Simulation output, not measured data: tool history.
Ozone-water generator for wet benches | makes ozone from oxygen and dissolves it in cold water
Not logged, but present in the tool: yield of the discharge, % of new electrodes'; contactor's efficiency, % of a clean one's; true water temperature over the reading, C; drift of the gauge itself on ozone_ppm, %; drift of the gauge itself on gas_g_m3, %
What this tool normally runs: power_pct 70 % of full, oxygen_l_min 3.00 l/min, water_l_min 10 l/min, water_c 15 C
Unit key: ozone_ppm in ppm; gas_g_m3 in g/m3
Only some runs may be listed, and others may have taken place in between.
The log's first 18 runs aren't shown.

| run | hour | power_pct | oxygen_l_min | water_l_min | water_c | hours of work since the electrodes were changed | hours of work since the contactor was cleaned | hours of work since the thermometer was calibrated | ozone_ppm | gas_g_m3 |
|---|---|---|---|---|---|---|---|---|---|---|
| 19 | 380.4 | 70 | 3.77 | 10 | 15 | 756 | 5722 | 3835 | 28.6 | 191.6 |
| 20 | 403.9 | 65 | 3.00 | 10 | 16 | 772 | 5738 | 3850 | 25.6 | 197.2 |
| 21 | 426.8 | 65 | 3.00 | 10 | 16 | 787 | 5753 | 3865 | 26.1 | 196.6 |
| 22 | 450.9 | 48 | 3.00 | 8 | 13 | 803 | 5769 | 3881 | 25.6 | 158.9 |
| 23 | 469.8 | 67 | 3.00 | 6 | 15 | 815 | 5781 | 3894 | 38.6 | 200.2 |
| 24 | 491.9 | 67 | 3.00 | 7 | 15 | 830 | 5796 | 3908 | 34.9 | 198.4 |
| 25 | 520.0 | 84 | 2.37 | 14 | 9 | 848 | 5814 | 3927 | 23.1 | 254.4 |
| 26 | 535.4 | 84 | 2.37 | 14 | 9 | 858 | 5825 | 3937 | 22.8 | 257.1 |
| 27 | 557.5 | 72 | 2.37 | 8 | 9 | 873 | 5839 | 3951 | 35.6 | 232.5 |
| 28 | 586.4 | 47 | 1.55 | 6 | 20 | 892 | 5858 | 3970 | 25.0 | 197.4 |
| 29 | 606.6 | 47 | 1.55 | 6 | 20 | 905 | 5871 | 3984 | 25.4 | 199.2 |
| 30 | 631.6 | 83 | 2.37 | 10 | 15 | 922 | 5888 | 4000 | 29.8 | 255.0 |
| 31 | 645.6 | 47 | 2.37 | 10 | 15 | 931 | 5897 | 4009 | 19.8 | 169.8 |
| 32 | 664.2 | 78 | 4.88 | 10 | 18 | 943 | 5909 | 4022 | 29.7 | 188.1 |
| 33 | 689.3 | 42 | 1.66 | 7 | 15 | 960 | 5926 | 4038 | 22.6 | 178.3 |

4 options for the next run, each taken on its own from the tool as it stands now. Forecast them:
| A | 712.9 | 70 | 4.92 | 11 | 14 | 975 | 5942 | 4054 | ? | ? |
| B | 712.9 | 42 | 1.66 | 11 | 15 | 975 | 5942 | 4054 | ? | ? |
| C | 712.9 | 84 | 3.32 | 8 | 15 | 975 | 5942 | 4054 | ? | ? |
| D | 712.9 | 95 | 4.19 | 9 | 15 | 975 | 5942 | 4054 | ? | ? |

| run | ozone_ppm | gas_g_m3 |
|---|---|---|
| A | 27.9 | 173.1 |
| B | 15.1 | 178.1 |
| C | 37.3 | 225.8 |
| D | 38.7 | 228.3 |
Without the tool's unlogged condition, the same runs would have read:
| run | ozone_ppm | gas_g_m3 |
|---|---|---|
| A | 28.0 | 173.1 |
| B | 15.1 | 178.1 |
| C | 37.3 | 225.8 |
| D | 38.7 | 228.4 |
